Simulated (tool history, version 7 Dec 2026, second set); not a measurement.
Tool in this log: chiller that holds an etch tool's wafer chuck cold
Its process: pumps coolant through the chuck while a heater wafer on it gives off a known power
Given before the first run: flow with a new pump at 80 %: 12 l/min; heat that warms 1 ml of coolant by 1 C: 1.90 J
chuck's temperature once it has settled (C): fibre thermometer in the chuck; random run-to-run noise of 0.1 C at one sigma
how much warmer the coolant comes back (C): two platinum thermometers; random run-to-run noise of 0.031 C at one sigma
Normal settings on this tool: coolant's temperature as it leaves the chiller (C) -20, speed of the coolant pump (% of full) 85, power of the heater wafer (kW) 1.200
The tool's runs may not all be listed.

run,hour,coolant's temperature as it leaves the chiller (C),speed of the coolant pump (% of full),power of the heater wafer (kW),chuck's temperature once it has settled (C),how much warmer the coolant comes back (C)
1,0.0,-20,85,1.200,-8.9,2.91
2,38.9,-20,85,1.200,-8.7,2.96
3,96.4,-20,85,1.200,-8.8,2.94
4,174.6,-20,85,1.200,-8.9,2.96
5,228.8,-20,85,1.200,-8.8,2.93
6,306.0,-20,85,1.200,-8.9,2.95
7,363.7,-20,85,0.602,-14.4,1.46
8,408.8,-20,85,0.602,-14.2,1.43
9,462.9,-20,85,0.602,-14.1,1.47
10,516.5,-20,64,1.200,-5.7,4.10
11,572.8,-20,64,1.200,-5.5,4.01
12,654.7,-20,85,1.200,-8.8,3.00
# hour 674.9: chiller's thermometer calibrated
13,720.6,-20,68,1.200,-6.5,3.79
14,793.7,-20,68,1.200,-6.5,3.80
15,868.1,-20,68,1.200,-6.4,3.81
16,910.1,-20,85,1.200,-8.7,2.96
# hour 938.0: coolant changed, channels flushed
17,963.2,-20,84,1.300,-9.2,3.21
18,1004.3,-20,94,0.891,-13.5,1.98
19,1052.7,-27,91,0.685,-21.8,1.53
20,1111.5,-21,90,1.249,-11.2,2.95
21,1178.2,-20,75,1.068,-10.0,3.04
22,1259.1,-20,75,1.068,-10.2,3.06
23,1298.5,-18,75,1.342,-5.6,3.78
24,1360.2,-18,75,0.757,-11.2,2.14
25,1419.7,-16,86,1.200,-6.2,2.98
26,1493.1,-16,73,1.200,-4.5,3.53
27,1534.3,-16,73,1.200,-4.7,3.51
28,1589.8,-14,99,1.200,-5.3,2.54
29,1650.7,-14,99,1.200,-5.0,2.55
30,1688.9,-14,99,1.200,-5.1,2.51
31,1736.5,-14,99,1.200,-5.0,2.53

Below, some changes in chuck's temperature once it has settled (C) between adjacent runs. For each, the amount present without the hidden state too (settings, incoming material, random variation) and the amount remaining for the hidden state with gauge scatter not shared by both compared results:
The hidden state here: heat passed by the chuck's channels, % of clean ones'; flow at a given pump speed, % of a new pump's; coolant's true temperature over the reading, C; drift of the gauge itself on chuck_c, C; drift of the gauge itself on warmer_back_c, C.
Run 6 -> 7: power of the heater wafer (kW) 1.200 -> 0.602. chuck's temperature once it has settled (C) -5.5: hidden state -0.6, all else -4.9.
Run 9 -> 10: speed of the coolant pump (% of full) 85 -> 64, power of the heater wafer (kW) 0.602 -> 1.200. chuck's temperature once it has settled (C) +8.4: hidden state +1.0, all else +7.4.
Run 16 -> 17: speed of the coolant pump (% of full) 85 -> 84, power of the heater wafer (kW) 1.200 -> 1.300, coolant changed, channels flushed. chuck's temperature once it has settled (C) -0.5: hidden state -1.4, all else +0.9.
Run 18 -> 19: coolant's temperature as it leaves the chiller (C) -20 -> -27, speed of the coolant pump (% of full) 94 -> 91, power of the heater wafer (kW) 0.891 -> 0.685. chuck's temperature once it has settled (C) -8.3: hidden state +0.1, all else -8.4.
Run 19 -> 20: coolant's temperature as it leaves the chiller (C) -27 -> -21, speed of the coolant pump (% of full) 91 -> 90, power of the heater wafer (kW) 0.685 -> 1.249. chuck's temperature once it has settled (C) +10.6: hidden state +0.0, all else +10.6.
